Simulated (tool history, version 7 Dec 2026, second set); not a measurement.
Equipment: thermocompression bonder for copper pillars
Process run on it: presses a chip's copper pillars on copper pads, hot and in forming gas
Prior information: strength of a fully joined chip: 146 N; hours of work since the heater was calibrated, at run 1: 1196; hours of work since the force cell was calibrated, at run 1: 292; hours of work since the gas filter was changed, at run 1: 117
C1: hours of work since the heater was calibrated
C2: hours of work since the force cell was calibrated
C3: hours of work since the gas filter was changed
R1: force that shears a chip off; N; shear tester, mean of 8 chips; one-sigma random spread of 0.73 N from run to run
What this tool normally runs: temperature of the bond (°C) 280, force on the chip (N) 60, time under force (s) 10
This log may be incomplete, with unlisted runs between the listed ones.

run 1 hour=0 | temperature_of_the_bond_(°C)=280 force_on_the_chip_(N)=60 time_under_force_(s)=10 | C1=1196 C2=292 C3=117 | R1=43.2
run 2 hour=41.9 | temperature_of_the_bond_(°C)=280 force_on_the_chip_(N)=60 time_under_force_(s)=10 | C1=1216 C2=312 C3=137 | R1=42.8
run 3 hour=76.9 | temperature_of_the_bond_(°C)=280 force_on_the_chip_(N)=60 time_under_force_(s)=10 | C1=1233 C2=329 C3=154 | R1=41.7
run 4 hour=123.6 | temperature_of_the_bond_(°C)=280 force_on_the_chip_(N)=60 time_under_force_(s)=10 | C1=1255 C2=352 C3=177 | R1=41
-- hour=146.4 forming gas filter changed
run 5 hour=176.7 | temperature_of_the_bond_(°C)=280 force_on_the_chip_(N)=60 time_under_force_(s)=10 | C1=1281 C2=377 C3=15 | R1=43.7
-- hour=183.7 force cell calibrated
run 6 hour=218.7 | temperature_of_the_bond_(°C)=277 force_on_the_chip_(N)=60 time_under_force_(s)=10 | C1=1301 C2=17 C3=34 | R1=42.7
run 7 hour=281.7 | temperature_of_the_bond_(°C)=277 force_on_the_chip_(N)=60 time_under_force_(s)=10 | C1=1331 C2=47 C3=65 | R1=41.1
run 8 hour=336.6 | temperature_of_the_bond_(°C)=277 force_on_the_chip_(N)=60 time_under_force_(s)=10 | C1=1358 C2=74 C3=91 | R1=40.3
run 9 hour=383.6 | temperature_of_the_bond_(°C)=277 force_on_the_chip_(N)=55 time_under_force_(s)=6 | C1=1380 C2=97 C3=114 | R1=29.4
run 10 hour=439.8 | temperature_of_the_bond_(°C)=277 force_on_the_chip_(N)=55 time_under_force_(s)=6 | C1=1408 C2=124 C3=141 | R1=28.6

Expected results for the next run?
-- hour=459.8 heater calibrated with a thermocouple chip
run 11 hour=500.5 | temperature_of_the_bond_(°C)=277 force_on_the_chip_(N)=55 time_under_force_(s)=6 | C1=20 C2=152 C3=170 | R1=?

{"run 11": {"R1": 36.1}}
Were there no unlogged condition in the tool, this run, its random variation unchanged, would have produced R1 36.6 N.
